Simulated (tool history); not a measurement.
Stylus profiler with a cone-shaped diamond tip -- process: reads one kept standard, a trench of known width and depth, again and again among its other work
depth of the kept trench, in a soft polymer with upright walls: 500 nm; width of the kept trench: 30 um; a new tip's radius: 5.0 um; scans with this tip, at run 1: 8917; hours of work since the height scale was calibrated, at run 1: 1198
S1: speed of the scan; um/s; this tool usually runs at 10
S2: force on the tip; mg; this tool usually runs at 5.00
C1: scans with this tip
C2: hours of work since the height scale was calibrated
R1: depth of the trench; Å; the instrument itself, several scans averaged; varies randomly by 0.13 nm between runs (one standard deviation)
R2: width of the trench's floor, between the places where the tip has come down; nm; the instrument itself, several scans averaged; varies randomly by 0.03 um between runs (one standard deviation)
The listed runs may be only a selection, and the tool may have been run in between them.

| run | hour | S1 | S2 | C1 | C2 | R1 | R2 |
|---|---|---|---|---|---|---|---|
| 1 | 0.0 | 10 | 5.00 | 8917 | 1198 | 5109.0 | 24500 |
| 2 | 79.5 | 10 | 4.78 | 9257 | 1243 | 5103.1 | 24510 |
| 3 | 129.4 | 10 | 5.00 | 9471 | 1272 | 5104.1 | 24460 |
| 4 | 210.0 | 10 | 9.32 | 9816 | 1318 | 5166.1 | 24520 |
| 5 | 257.3 | 10 | 9.32 | 10019 | 1346 | 5167.1 | 24460 |
| 6 | 333.8 | 10 | 9.32 | 10346 | 1390 | 5165.2 | 24400 |
| 7 | 402.6 | 10 | 2.84 | 10641 | 1429 | 5063.2 | 24400 |

Run 8 has not been measured yet. What should we expect?
|  | 408.3 | height scale calibrated on a step standard |
| 8 | 449.1 | 22 | 5.33 | 10838 | 24 | ? | ? |

{"run 8": {"R1": 5101.7, "R2": 24360}}
With the hidden condition absent and the run-to-run variation left alone, this run would have shown R1 5125.3 Å, R2 25590 nm.
